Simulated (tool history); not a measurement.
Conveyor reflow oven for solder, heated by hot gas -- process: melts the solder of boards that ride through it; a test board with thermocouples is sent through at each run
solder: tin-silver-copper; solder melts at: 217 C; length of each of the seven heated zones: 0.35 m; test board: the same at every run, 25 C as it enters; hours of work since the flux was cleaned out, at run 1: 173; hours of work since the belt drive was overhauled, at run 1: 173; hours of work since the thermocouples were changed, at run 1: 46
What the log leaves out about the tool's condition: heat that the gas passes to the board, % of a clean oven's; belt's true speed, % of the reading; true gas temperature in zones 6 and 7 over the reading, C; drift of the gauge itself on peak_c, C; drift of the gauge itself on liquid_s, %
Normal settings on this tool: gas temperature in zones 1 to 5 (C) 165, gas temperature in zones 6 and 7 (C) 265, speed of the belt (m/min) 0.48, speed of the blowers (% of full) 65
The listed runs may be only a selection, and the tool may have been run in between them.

run,hour,gas temperature in zones 1 to 5 (C),gas temperature in zones 6 and 7 (C),speed of the belt (m/min),speed of the blowers (% of full),hours of work since the flux was cleaned out,hours of work since the belt drive was overhauled,hours of work since the thermocouples were changed,highest temperature of the board (C),time above the solder's melting point (s)
1,0,165,265,0.48,65,173,173,46,246.8,56.7
2,74.7,165,265,0.48,65,218,218,90,246.7,56.7
# hour 145: flux residue cleaned out of gas plates and filters
3,171.5,165,265,0.48,65,16,273,146,247.2,56.5
4,266.2,165,265,0.48,65,73,330,202,247.1,56.6
5,324.2,165,265,0.48,54,108,365,237,243.3,52.1
6,397.9,165,265,0.48,54,152,409,282,243.2,51.9
7,475.7,165,265,0.48,54,199,456,328,243.6,52.2
8,532.2,177,265,0.48,65,233,490,362,249.2,63.8
# hour 576.1: flux residue cleaned out of gas plates and filters
9,612.4,165,265,0.551,65,22,535,407,241.6,43.3
10,679.6,165,265,0.551,65,62,575,448,241.5,42.9
11,765.5,165,265,0.48,65,114,627,499,246.7,57.1
# hour 803.8: thermocouples of zones 6 and 7 changed
12,835.5,165,265,0.48,65,155,667,19,246.9,56.7
13,930.1,165,265,0.48,65,211,724,76,247.2,56.7
14,986.6,165,264,0.48,65,245,758,110,246.1,55.9
# hour 1008.5: flux residue cleaned out of gas plates and filters
15,1066.6,165,265,0.48,65,35,803,155,246.9,56.6
# hour 1147.9: belt drive overhauled, speed set with a stopwatch
16,1163.6,165,265,0.48,85,91,9,211,251.7,62.5
17,1251.5,165,265,0.48,85,144,62,263,251.7,62.5
18,1314.8,165,254,0.48,85,182,100,301,241.7,53.6
19,1361.1,165,254,0.48,85,209,128,329,241.5,53.6
20,1429.2,165,254,0.48,85,250,169,370,241.4,53.4
# hour 1446.9: flux residue cleaned out of gas plates and filters
21,1511,165,273,0.449,85,38,215,416,260.8,74.3
22,1594.8,159,257,0.492,82,89,265,467,242,50
# hour 1688.9: thermocouples of zones 6 and 7 changed
23,1690.2,159,271,0.532,82,145,322,1,252,53.4
24,1761.3,159,271,0.532,82,188,364,43,251.9,53.7
25,1847.3,159,263,0.44,82,239,416,95,250.7,66
# hour 1886.6: flux residue cleaned out of gas plates and filters
26,1935,178,265,0.48,65,29,465,145,249.2,64.6
27,2008.7,180,263,0.397,65,73,510,189,252.8,85.3
28,2078.6,153,272,0.48,65,115,552,231,250.5,56.4
29,2153.9,165,272,0.534,82,161,597,276,253.8,56.3
30,2237.9,165,272,0.534,82,211,647,327,253.3,56.8
31,2282.5,168,272,0.534,60,238,674,353,248,51.3

Each row is a separate what-if for the run after 31, all from the same tool condition, not one after another. Results?
# hour 2318.7: flux residue cleaned out of gas plates and filters
A,2336.8,179,272,0.447,58,11,704,383,?,?
# hour 2318.7: flux residue cleaned out of gas plates and filters
B,2336.8,162,262,0.48,65,11,704,383,?,?
# hour 2318.7: flux residue cleaned out of gas plates and filters
C,2336.8,160,272,0.574,76,11,704,383,?,?

run,highest temperature of the board (C),time above the solder's melting point (s)
A,256.1,75.7
B,243.9,52.7
C,248.7,46.2
With the hidden condition removed and each run's random variation left untouched, the same runs would have given:
run,highest temperature of the board (C),time above the solder's melting point (s)
A,256.1,75.6
B,243.9,52.6
C,248.7,46.2
